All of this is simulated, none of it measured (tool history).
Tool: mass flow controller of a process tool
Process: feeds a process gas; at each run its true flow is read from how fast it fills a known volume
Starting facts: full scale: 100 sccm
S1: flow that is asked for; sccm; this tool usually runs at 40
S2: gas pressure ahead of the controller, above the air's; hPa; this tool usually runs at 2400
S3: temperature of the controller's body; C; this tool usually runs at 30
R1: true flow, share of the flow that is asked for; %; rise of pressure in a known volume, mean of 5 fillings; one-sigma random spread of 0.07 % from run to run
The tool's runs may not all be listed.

{"run": 1, "hour": 0.0, "S1": 40, "S2": 2400, "S3": 30, "R1": 97.73}
{"run": 2, "hour": 57.9, "S1": 40, "S2": 2400, "S3": 30, "R1": 97.72}
{"run": 3, "hour": 142.8, "S1": 40, "S2": 2400, "S3": 38, "R1": 98.15}
{"run": 4, "hour": 190.9, "S1": 40, "S2": 2400, "S3": 38, "R1": 98.28}
{"run": 5, "hour": 232.8, "S1": 40, "S2": 1780, "S3": 30, "R1": 97.84}
{"run": 6, "hour": 275.7, "S1": 40, "S2": 2400, "S3": 30, "R1": 97.79}
{"run": 7, "hour": 344.5, "S1": 40, "S2": 2400, "S3": 30, "R1": 97.63}
{"run": 8, "hour": 389.3, "S1": 40, "S2": 2400, "S3": 30, "R1": 97.54}
{"run": 9, "hour": 480.8, "S1": 40, "S2": 2400, "S3": 30, "R1": 97.51}
{"run": 10, "hour": 534.8, "S1": 40, "S2": 2400, "S3": 30, "R1": 97.55}
{"run": 11, "hour": 611.1, "S1": 40, "S2": 2400, "S3": 30, "R1": 97.52}
{"run": 12, "hour": 664.2, "S1": 40, "S2": 2400, "S3": 30, "R1": 97.47}
{"run": 13, "hour": 731.1, "S1": 40, "S2": 2150, "S3": 30, "R1": 97.63}
{"run": 14, "hour": 794.2, "S1": 40, "S2": 2400, "S3": 30, "R1": 97.51}
{"run": 15, "hour": 881.7, "S1": 40, "S2": 1770, "S3": 30, "R1": 97.73}
{"run": 16, "hour": 937.6, "S1": 40, "S2": 1770, "S3": 30, "R1": 97.48}
{"run": 17, "hour": 1005.4, "S1": 40, "S2": 2580, "S3": 30, "R1": 97.19}
{"run": 18, "hour": 1094.6, "S1": 40, "S2": 2580, "S3": 30, "R1": 97.09}
{"run": 19, "hour": 1166.7, "S1": 40, "S2": 2580, "S3": 30, "R1": 97.04}
{"run": 20, "hour": 1235.7, "S1": 40, "S2": 1420, "S3": 30, "R1": 98.2}
{"run": 21, "hour": 1279.4, "S1": 40, "S2": 2400, "S3": 30, "R1": 97.79}
{"run": 22, "hour": 1343.2, "S1": 40, "S2": 2400, "S3": 30, "R1": 97.72}
{"run": 23, "hour": 1409.6, "S1": 40, "S2": 2400, "S3": 30, "R1": 97.7}
{"run": 24, "hour": 1457.3, "S1": 38, "S2": 1780, "S3": 30, "R1": 97.92}
{"run": 25, "hour": 1542.0, "S1": 11, "S2": 1910, "S3": 38, "R1": 97.46}
{"run": 26, "hour": 1630.8, "S1": 11, "S2": 1910, "S3": 38, "R1": 97.33}
{"run": 27, "hour": 1703.5, "S1": 11, "S2": 1560, "S3": 28, "R1": 96.93}
{"run": 28, "hour": 1747.9, "S1": 34, "S2": 1940, "S3": 22, "R1": 97.15}
{"run": 29, "hour": 1786.9, "S1": 13, "S2": 2070, "S3": 38, "R1": 97.32}
{"run": 30, "hour": 1854.0, "S1": 40, "S2": 2460, "S3": 30, "R1": 97.58}
{"run": 31, "hour": 1897.2, "S1": 40, "S2": 2460, "S3": 30, "R1": 97.55}
{"run": 32, "hour": 1949.3, "S1": 40, "S2": 1850, "S3": 21, "R1": 97.22}
{"run": 33, "hour": 2021.5, "S1": 12, "S2": 2400, "S3": 30, "R1": 96.63}
{"run": 34, "hour": 2116.1, "S1": 34, "S2": 1570, "S3": 27, "R1": 97.58}
{"run": 35, "hour": 2156.1, "S1": 14, "S2": 1750, "S3": 24, "R1": 96.41}
{"run": 36, "hour": 2202.6, "S1": 14, "S2": 1720, "S3": 26, "R1": 96.6}
{"run": 37, "hour": 2251.8, "S1": 40, "S2": 1620, "S3": 20, "R1": 97.2}
{"run": 38, "hour": 2314.5, "S1": 40, "S2": 1890, "S3": 20, "R1": 97.1}
{"run": 39, "hour": 2356.2, "S1": 40, "S2": 1890, "S3": 20, "R1": 96.98}
{"run": 40, "hour": 2422.7, "S1": 40, "S2": 1890, "S3": 20, "R1": 96.93}
{"run": 41, "hour": 2493.6, "S1": 13, "S2": 2400, "S3": 33, "R1": 96.47}
{"run": 42, "hour": 2588.9, "S1": 13, "S2": 2400, "S3": 33, "R1": 96.48}
{"run": 43, "hour": 2632.3, "S1": 13, "S2": 1720, "S3": 22, "R1": 95.99}
{"run": 44, "hour": 2727.0, "S1": 95, "S2": 1630, "S3": 36, "R1": 99.92}
{"run": 45, "hour": 2773.3, "S1": 10, "S2": 2330, "S3": 33, "R1": 96.15}
{"run": 46, "hour": 2839.5, "S1": 10, "S2": 2330, "S3": 33, "R1": 96.09}

Taken out of this log: 2 entries between the listed runs. Where each belongs, and how the hidden state differs across it:
Run 15 -> run 16: controller's zero set anew (hour 889.9)
  flow at rest that the sensor doesn't see, % of full scale: -0.179 -> -0.288
  measured less the result without the state, R1: -0.93 -> -1.21 %
Run 19 -> run 20: controller's zero set anew, once more (hour 1209.9)
  flow at rest that the sensor doesn't see, % of full scale: -0.296 -> -0.023; true flow over the shown one, %: -0.53 -> -0.54
  measured less the result without the state, R1: -1.27 -> -0.6 %

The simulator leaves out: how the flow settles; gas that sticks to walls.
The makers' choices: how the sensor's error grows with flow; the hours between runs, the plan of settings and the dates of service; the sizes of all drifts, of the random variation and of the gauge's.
